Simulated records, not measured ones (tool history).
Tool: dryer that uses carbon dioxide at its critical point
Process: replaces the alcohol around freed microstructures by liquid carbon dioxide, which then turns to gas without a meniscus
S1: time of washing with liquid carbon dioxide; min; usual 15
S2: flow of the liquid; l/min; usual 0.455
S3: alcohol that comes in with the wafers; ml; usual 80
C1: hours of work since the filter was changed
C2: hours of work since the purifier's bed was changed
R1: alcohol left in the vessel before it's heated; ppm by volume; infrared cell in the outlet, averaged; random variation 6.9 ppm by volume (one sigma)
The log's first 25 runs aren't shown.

| run | day | S1 | S2 | S3 | C1 | C2 | R1 |
|---|---|---|---|---|---|---|---|
| 26 | 30.304 | 12 | 0.586 | 108 | 39 | 316 | 448 |
| 27 | 31.558 | 12 | 0.586 | 108 | 63 | 339 | 459 |
| 28 | 32.242 | 12 | 0.586 | 108 | 76 | 352 | 468 |
| 29 | 33.788 | 12 | 0.586 | 108 | 104 | 381 | 487 |
| 30 | 34.671 | 10 | 0.367 | 53 | 121 | 397 | 3199 |
| 31 | 35.708 | 15 | 0.577 | 80 | 140 | 417 | 174 |
| 32 | 36.558 | 15 | 0.577 | 80 | 156 | 433 | 186 |
| 33 | 38.079 | 15 | 0.577 | 80 | 184 | 461 | 178 |
| 34 | 38.921 | 24 | 0.602 | 51 | 200 | 477 | 79 |
| 35 | 40.071 | 15 | 0.756 | 30 | 222 | 498 | 95 |
| 36 | 41.504 | 15 | 0.455 | 69 | 248 | 525 | 508 |
| 37 | 42.229 | 15 | 0.626 | 24 | 262 | 538 | 114 |
| 38 | 43.642 | 15 | 0.626 | 24 | 288 | 565 | 116 |
| 39 | 45.038 | 15 | 0.626 | 24 | 314 | 591 | 120 |
|  | 45.904 | purifier's bed changed |
| 40 | 46.412 | 11 | 0.445 | 80 | 338 | 9 | 2349 |
| 41 | 47.958 | 17 | 0.528 | 73 | 366 | 38 | 129 |
| 42 | 48.750 | 17 | 0.528 | 73 | 381 | 53 | 128 |
| 43 | 49.892 | 18 | 0.342 | 73 | 402 | 74 | 999 |
| 44 | 50.583 | 18 | 0.495 | 73 | 415 | 87 | 153 |
| 45 | 52.162 | 10 | 0.439 | 76 | 445 | 117 | 3592 |
| 46 | 52.833 | 15 | 0.419 | 80 | 457 | 129 | 1073 |

4 ways to go on from here, each from the tool as it stands after run 46. What would each give?
| A | 53.658 | 16 | 0.325 | 54 | 473 | 145 | ? |
| B | 53.658 | 10 | 0.342 | 98 | 473 | 145 | ? |
| C | 53.658 | 14 | 0.419 | 51 | 473 | 145 | ? |
| D | 53.658 | 15 | 0.542 | 80 | 473 | 145 | ? |

| run | R1 |
|---|---|
| A | 1545 |
| B | 9708 |
| C | 937 |
| D | 305 |
Without the tool's hidden state the same runs would have given:
| run | R1 |
|---|---|
| A | 807 |
| B | 6371 |
| C | 450 |
| D | 101 |

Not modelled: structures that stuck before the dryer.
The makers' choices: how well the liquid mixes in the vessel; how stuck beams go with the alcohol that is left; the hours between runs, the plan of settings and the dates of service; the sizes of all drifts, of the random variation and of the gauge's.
